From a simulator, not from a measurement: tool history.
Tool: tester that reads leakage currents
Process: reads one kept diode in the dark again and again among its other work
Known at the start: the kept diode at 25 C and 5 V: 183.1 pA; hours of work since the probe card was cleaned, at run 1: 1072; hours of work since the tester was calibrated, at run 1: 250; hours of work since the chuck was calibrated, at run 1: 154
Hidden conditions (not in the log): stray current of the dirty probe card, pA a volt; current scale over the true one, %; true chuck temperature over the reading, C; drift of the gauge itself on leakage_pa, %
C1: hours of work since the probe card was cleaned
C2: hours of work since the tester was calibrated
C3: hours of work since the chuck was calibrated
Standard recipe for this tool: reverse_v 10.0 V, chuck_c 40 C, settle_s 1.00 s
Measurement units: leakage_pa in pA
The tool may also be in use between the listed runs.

Run 1, hour 0.0: usual settings; C1 1072; C2 250; C3 154. Result: leakage_pa 966.92 pA.
Run 2, hour 51.7: usual settings but settle_s 0.44 s; C1 1111; C2 289; C3 193. Result: leakage_pa 958.71 pA.
Run 3, hour 94.5: usual settings but chuck_c 49 C; C1 1144; C2 322; C3 226. Result: leakage_pa 1992.36 pA.
Run 4, hour 178.1: usual settings but chuck_c 32 C; C1 1208; C2 385; C3 289. Result: leakage_pa 478.77 pA.
Run 5, hour 251.3: usual settings but chuck_c 32 C; C1 1263; C2 441; C3 345. Result: leakage_pa 473.59 pA.
Run 6, hour 333.6: usual settings but reverse_v 19.8 V; C1 1326; C2 504; C3 408. Result: leakage_pa 1328.34 pA.
Run 7, hour 415.0: usual settings but reverse_v 19.8 V, chuck_c 20 C; C1 1388; C2 566; C3 470. Result: leakage_pa 233.55 pA.
Run 8, hour 484.9: usual settings but settle_s 5.35 s; C1 1442; C2 619; C3 523. Result: leakage_pa 912.53 pA.
Run 9, hour 527.1: usual settings but settle_s 5.35 s; C1 1474; C2 652; C3 556. Result: leakage_pa 912.46 pA.
At hour 547.8: probe card cleaned and baked.
Run 10, hour 604.1: usual settings but settle_s 5.35 s; C1 43; C2 708; C3 612. Result: leakage_pa 898.57 pA.
Run 11, hour 661.0: usual settings but settle_s 5.35 s; C1 86; C2 751; C3 655. Result: leakage_pa 884.95 pA.
Run 12, hour 741.2: usual settings but chuck_c 27 C; C1 147; C2 812; C3 717. Result: leakage_pa 279.52 pA.
Run 13, hour 784.6: usual settings but reverse_v 3.6 V, chuck_c 49 C, settle_s 0.48 s; C1 181; C2 846; C3 750. Result: leakage_pa 1102.36 pA.
Run 14, hour 832.2: usual settings but reverse_v 6.4 V, chuck_c 37 C, settle_s 1.70 s; C1 217; C2 882; C3 786. Result: leakage_pa 541.26 pA.
Run 15, hour 902.3: usual settings but chuck_c 41 C; C1 270; C2 935; C3 839. Result: leakage_pa 945.04 pA.
Run 16, hour 952.4: usual settings but reverse_v 1.6 V, chuck_c 25 C, settle_s 3.11 s; C1 309; C2 974; C3 878. Result: leakage_pa 89.31 pA.
Run 17, hour 994.9: usual settings but reverse_v 7.3 V, chuck_c 32 C; C1 341; C2 1006; C3 910. Result: leakage_pa 366.59 pA.
At hour 1064.9: chuck's temperature calibrated.
Run 18, hour 1076.0: usual settings but reverse_v 7.3 V, chuck_c 32 C; C1 401; C2 1066; C3 8. Result: leakage_pa 418.17 pA.
Run 19, hour 1163.5: usual settings but reverse_v 7.3 V, chuck_c 32 C; C1 468; C2 1133; C3 75. Result: leakage_pa 410.22 pA.
Run 20, hour 1224.2: usual settings but reverse_v 7.3 V, chuck_c 32 C; C1 514; C2 1179; C3 121. Result: leakage_pa 411.69 pA.
Run 21, hour 1307.8: usual settings but reverse_v 7.3 V, chuck_c 32 C; C1 578; C2 1243; C3 185. Result: leakage_pa 409.58 pA.

Branching from run 21: 3 alternative next runs. What would each branch give?
Run A, hour 1381.9: usual settings but reverse_v 2.6 V, chuck_c 44 C, settle_s 5.66 s; C1 634; C2 1299; C3 242. Result: leakage_pa ?.
Run B, hour 1381.9: usual settings but reverse_v 2.9 V, chuck_c 28 C, settle_s 1.41 s; C1 634; C2 1299; C3 242. Result: leakage_pa ?.
Run C, hour 1381.9: usual settings but reverse_v 1.9 V, chuck_c 32 C; C1 634; C2 1299; C3 242. Result: leakage_pa ?.

run  leakage_pa
  A      665.18
  B      176.31
  C      203.23
Without the tool's hidden state the same runs would have given:
run  leakage_pa
  A      692.84
  B      183.23
  C      211.72
